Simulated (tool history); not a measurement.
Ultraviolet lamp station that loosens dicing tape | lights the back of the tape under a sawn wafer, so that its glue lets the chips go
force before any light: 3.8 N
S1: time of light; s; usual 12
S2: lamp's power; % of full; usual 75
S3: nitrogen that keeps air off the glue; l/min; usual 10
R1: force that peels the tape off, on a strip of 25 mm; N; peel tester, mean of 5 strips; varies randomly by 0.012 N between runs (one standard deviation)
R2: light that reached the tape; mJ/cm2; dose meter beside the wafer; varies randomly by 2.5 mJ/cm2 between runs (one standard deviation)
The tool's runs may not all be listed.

Run 1, hour 0: usual settings. Result: R1 0.574 N, R2 281 mJ/cm2.
Run 2, hour 18.7: usual settings. Result: R1 0.59 N, R2 278 mJ/cm2.
Run 3, hour 40.6: usual settings. Result: R1 0.592 N, R2 276 mJ/cm2.
Run 4, hour 60: usual settings. Result: R1 0.63 N, R2 274 mJ/cm2.
Run 5, hour 86.5: usual settings. Result: R1 0.649 N, R2 275 mJ/cm2.
Run 6, hour 106.8: usual settings. Result: R1 0.648 N, R2 269 mJ/cm2.
Run 7, hour 118.4: usual settings. Result: R1 0.643 N, R2 266 mJ/cm2.
Run 8, hour 143.9: usual settings. Result: R1 0.67 N, R2 270 mJ/cm2.
Run 9, hour 159.2: usual settings. Result: R1 0.663 N, R2 264 mJ/cm2.
Run 10, hour 180.8: usual settings but S1 8 s. Result: R1 1.065 N, R2 177 mJ/cm2.
Run 11, hour 206.2: usual settings but S1 8 s. Result: R1 1.115 N, R2 173 mJ/cm2.
Run 12, hour 233.7: usual settings. Result: R1 0.683 N, R2 256 mJ/cm2.
Run 13, hour 245.6: usual settings. Result: R1 0.654 N, R2 252 mJ/cm2.
Run 14, hour 260.7: usual settings but S1 11 s. Result: R1 0.748 N, R2 233 mJ/cm2.
Run 15, hour 285: usual settings. Result: R1 0.706 N, R2 249 mJ/cm2.
Run 16, hour 309.4: usual settings. Result: R1 0.691 N, R2 244 mJ/cm2.
Run 17, hour 323.7: usual settings. Result: R1 0.699 N, R2 246 mJ/cm2.
Run 18, hour 349: usual settings. Result: R1 0.712 N, R2 245 mJ/cm2.
At hour 354.1: window cleaned of glue's vapour.
Run 19, hour 371.1: usual settings but S3 8 l/min. Result: R1 0.653 N, R2 281 mJ/cm2.
Run 20, hour 397.8: usual settings but S3 4 l/min. Result: R1 0.977 N, R2 279 mJ/cm2.
Run 21, hour 418.9: usual settings but S2 68 % of full. Result: R1 0.682 N, R2 254 mJ/cm2.
Run 22, hour 440.1: usual settings but S2 68 % of full. Result: R1 0.685 N, R2 248 mJ/cm2.
Run 23, hour 464.2: usual settings but S2 98 % of full, S3 18 l/min. Result: R1 0.335 N, R2 358 mJ/cm2.
Run 24, hour 488: usual settings but S1 6 s, S3 5 l/min. Result: R1 1.79 N, R2 134 mJ/cm2.
Run 25, hour 506.4: usual settings but S1 6 s, S3 5 l/min. Result: R1 1.822 N, R2 129 mJ/cm2.
Run 26, hour 531.2: usual settings but S1 14 s, S2 77 % of full. Result: R1 0.503 N, R2 317 mJ/cm2.
Run 27, hour 555: usual settings but S1 11 s, S2 76 % of full, S3 18 l/min. Result: R1 0.525 N, R2 246 mJ/cm2.
Run 28, hour 569.4: usual settings but S1 7 s, S2 61 % of full, S3 4 l/min. Result: R1 2.019 N, R2 127 mJ/cm2.
Run 29, hour 585.7: usual settings but S1 6 s, S3 7 l/min. Result: R1 1.654 N, R2 129 mJ/cm2.
Run 30, hour 611.8: usual settings but S1 8 s, S2 62 % of full. Result: R1 1.325 N, R2 142 mJ/cm2.
Run 31, hour 633.4: usual settings but S1 16 s, S2 65 % of full, S3 18 l/min. Result: R1 0.405 N, R2 299 mJ/cm2.

Run 32, settings as shown, results not yet in. Your forecast:
Run 32, hour 661.7: usual settings but S1 13 s, S2 67 % of full, S3 16 l/min. Result: R1 ?, R2 ?.

{"run 32": {"R1": 0.567, "R2": 248}}
The same run, on a tool lacking any hidden state, would have yielded R1 0.452 N, R2 293 mJ/cm2.
